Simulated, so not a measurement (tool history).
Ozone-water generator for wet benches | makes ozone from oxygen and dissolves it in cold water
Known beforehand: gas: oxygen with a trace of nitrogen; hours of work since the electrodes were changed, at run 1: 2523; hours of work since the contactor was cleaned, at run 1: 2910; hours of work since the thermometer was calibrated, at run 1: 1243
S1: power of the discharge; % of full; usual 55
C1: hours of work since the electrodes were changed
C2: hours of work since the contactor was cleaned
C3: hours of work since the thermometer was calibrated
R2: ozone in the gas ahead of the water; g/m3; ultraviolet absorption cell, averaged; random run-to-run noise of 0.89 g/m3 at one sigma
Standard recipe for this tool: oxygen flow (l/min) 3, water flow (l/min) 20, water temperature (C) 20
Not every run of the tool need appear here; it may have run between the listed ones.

Run 1, day 0: usual settings; C1 2523; C2 2910; C3 1243. Result: dissolved ozone (ppm) 9.9, R2 150.1 g/m3.
Run 2, day 4.046: usual settings; C1 2598; C2 2985; C3 1317. Result: dissolved ozone (ppm) 10, R2 147.9 g/m3.
Run 3, day 6.954: usual settings; C1 2651; C2 3039; C3 1371. Result: dissolved ozone (ppm) 9.9, R2 148 g/m3.
Run 4, day 11.592: usual settings; C1 2737; C2 3124; C3 1457. Result: dissolved ozone (ppm) 10, R2 148.6 g/m3.
Run 5, day 14.458: usual settings but water flow (l/min) 14; C1 2790; C2 3177; C3 1510. Result: dissolved ozone (ppm) 14.1, R2 150.4 g/m3.
Run 6, day 18.146: usual settings but water flow (l/min) 14; C1 2858; C2 3245; C3 1578. Result: dissolved ozone (ppm) 13.9, R2 147.1 g/m3.
Run 7, day 20.408: usual settings; C1 2900; C2 3287; C3 1620. Result: dissolved ozone (ppm) 9.9, R2 148.3 g/m3.
Run 8, day 22.692: usual settings; C1 2942; C2 3329; C3 1662. Result: dissolved ozone (ppm) 10, R2 147.7 g/m3.
Run 9, day 25.317: usual settings; C1 2991; C2 3378; C3 1710. Result: dissolved ozone (ppm) 10, R2 150.5 g/m3.
Run 10, day 27.512: usual settings; C1 3031; C2 3418; C3 1751. Result: dissolved ozone (ppm) 10.1, R2 147.5 g/m3.
Run 11, day 29.775: usual settings; C1 3073; C2 3460; C3 1793. Result: dissolved ozone (ppm) 10.1, R2 148.5 g/m3.
Run 12, day 32.433: usual settings; C1 3122; C2 3509; C3 1842. Result: dissolved ozone (ppm) 10.1, R2 147.9 g/m3.
Run 13, day 35.562: usual settings; C1 3180; C2 3567; C3 1899. Result: dissolved ozone (ppm) 9.9, R2 147.6 g/m3.
Run 14, day 37.721: usual settings; C1 3220; C2 3607; C3 1939. Result: dissolved ozone (ppm) 9.9, R2 148.1 g/m3.
Run 15, day 42.446: usual settings; C1 3307; C2 3694; C3 2027. Result: dissolved ozone (ppm) 9.8, R2 148.6 g/m3.
Run 16, day 46.562: usual settings; C1 3383; C2 3770; C3 2103. Result: dissolved ozone (ppm) 10.1, R2 148.9 g/m3.
Run 17, day 48.729: usual settings but water flow (l/min) 14; C1 3423; C2 3810; C3 2143. Result: dissolved ozone (ppm) 13.9, R2 148.3 g/m3.
Run 18, day 51.112: usual settings but water flow (l/min) 14; C1 3467; C2 3854; C3 2187. Result: dissolved ozone (ppm) 13.8, R2 149.1 g/m3.
Run 19, day 55.208: usual settings but S1 98 % of full; C1 3543; C2 3930; C3 2262. Result: dissolved ozone (ppm) 13.8, R2 204.7 g/m3.
Run 20, day 57.904: usual settings but S1 56 % of full, water temperature (C) 13; C1 3592; C2 3980; C3 2312. Result: dissolved ozone (ppm) 10.7, R2 149.9 g/m3.
Run 21, day 61.383: usual settings but S1 56 % of full, water temperature (C) 13; C1 3657; C2 4044; C3 2376. Result: dissolved ozone (ppm) 10.9, R2 149.4 g/m3.
Run 22, day 64.329: usual settings but S1 54 % of full, water flow (l/min) 30, water temperature (C) 13; C1 3711; C2 4098; C3 2431. Result: dissolved ozone (ppm) 6.6, R2 147.8 g/m3.
Run 23, day 66.492: usual settings but water temperature (C) 24; C1 3751; C2 4138; C3 2471. Result: dissolved ozone (ppm) 9.5, R2 148.1 g/m3.
Run 24, day 69.042: usual settings but oxygen flow (l/min) 2.3, water flow (l/min) 29, water temperature (C) 14; C1 3798; C2 4185; C3 2518. Result: dissolved ozone (ppm) 6.1, R2 163.2 g/m3.
Run 25, day 72.904: usual settings but S1 62 % of full, oxygen flow (l/min) 1.53, water flow (l/min) 14, water temperature (C) 14; C1 3870; C2 4257; C3 2589. Result: dissolved ozone (ppm) 13.1, R2 201 g/m3.
Run 26, day 77.317: usual settings but S1 62 % of full, oxygen flow (l/min) 1.53, water flow (l/min) 14, water temperature (C) 14; C1 3951; C2 4338; C3 2671. Result: dissolved ozone (ppm) 12.8, R2 200.6 g/m3.
Run 27, day 80.283: usual settings but S1 62 % of full, oxygen flow (l/min) 1.53, water temperature (C) 14; C1 4006; C2 4393; C3 2725. Result: dissolved ozone (ppm) 8.6, R2 201.6 g/m3.
Run 28, day 83.896: usual settings but oxygen flow (l/min) 3.54, water flow (l/min) 19; C1 4073; C2 4460; C3 2792. Result: dissolved ozone (ppm) 11.1, R2 140.9 g/m3.
Run 29, day 89.021: usual settings but S1 68 % of full, oxygen flow (l/min) 2.57, water temperature (C) 23; C1 4167; C2 4554; C3 2887. Result: dissolved ozone (ppm) 10.4, R2 176.1 g/m3.
Run 30, day 91.654: usual settings but S1 68 % of full, oxygen flow (l/min) 2.57, water temperature (C) 23; C1 4216; C2 4603; C3 2936. Result: dissolved ozone (ppm) 10.3, R2 177.4 g/m3.
Run 31, day 94.862: usual settings but S1 68 % of full, oxygen flow (l/min) 2.57, water temperature (C) 23; C1 4275; C2 4662; C3 2995. Result: dissolved ozone (ppm) 10.6, R2 174.9 g/m3.
Run 32, day 97.008: usual settings but S1 46 % of full, oxygen flow (l/min) 3.53, water flow (l/min) 23, water temperature (C) 13; C1 4315; C2 4702; C3 3034. Result: dissolved ozone (ppm) 8.7, R2 128.2 g/m3.
Run 33, day 100.867: usual settings but water flow (l/min) 14; C1 4386; C2 4773; C3 3106. Result: dissolved ozone (ppm) 14.1, R2 148.3 g/m3.

Each row is a separate what-if for the run after 33, all from the same tool condition, not one after another. Results?
At day 102.825: water thermometer calibrated.
Run A, day 104.838: usual settings; C1 4459; C2 4846; C3 37. Result: dissolved ozone (ppm) ?, R2 ?.
At day 102.825: water thermometer calibrated.
Run B, day 104.838: usual settings but oxygen flow (l/min) 1.56, water flow (l/min) 13, water temperature (C) 21; C1 4459; C2 4846; C3 37. Result: dissolved ozone (ppm) ?, R2 ?.
At day 102.825: water thermometer calibrated.
Run C, day 104.838: usual settings but water flow (l/min) 16; C1 4459; C2 4846; C3 37. Result: dissolved ozone (ppm) ?, R2 ?.

run  dissolved ozone (ppm)     R2
  A                   10.1  148.4
  B                   12.3  186.6
  C                   12.7  148.1
Take away the tool's hidden state, keep each run's random variation, and the runs would have read:
run  dissolved ozone (ppm)     R2
  A                   10.2  148.5
  B                   12.3  186.7
  C                   12.7  148.3

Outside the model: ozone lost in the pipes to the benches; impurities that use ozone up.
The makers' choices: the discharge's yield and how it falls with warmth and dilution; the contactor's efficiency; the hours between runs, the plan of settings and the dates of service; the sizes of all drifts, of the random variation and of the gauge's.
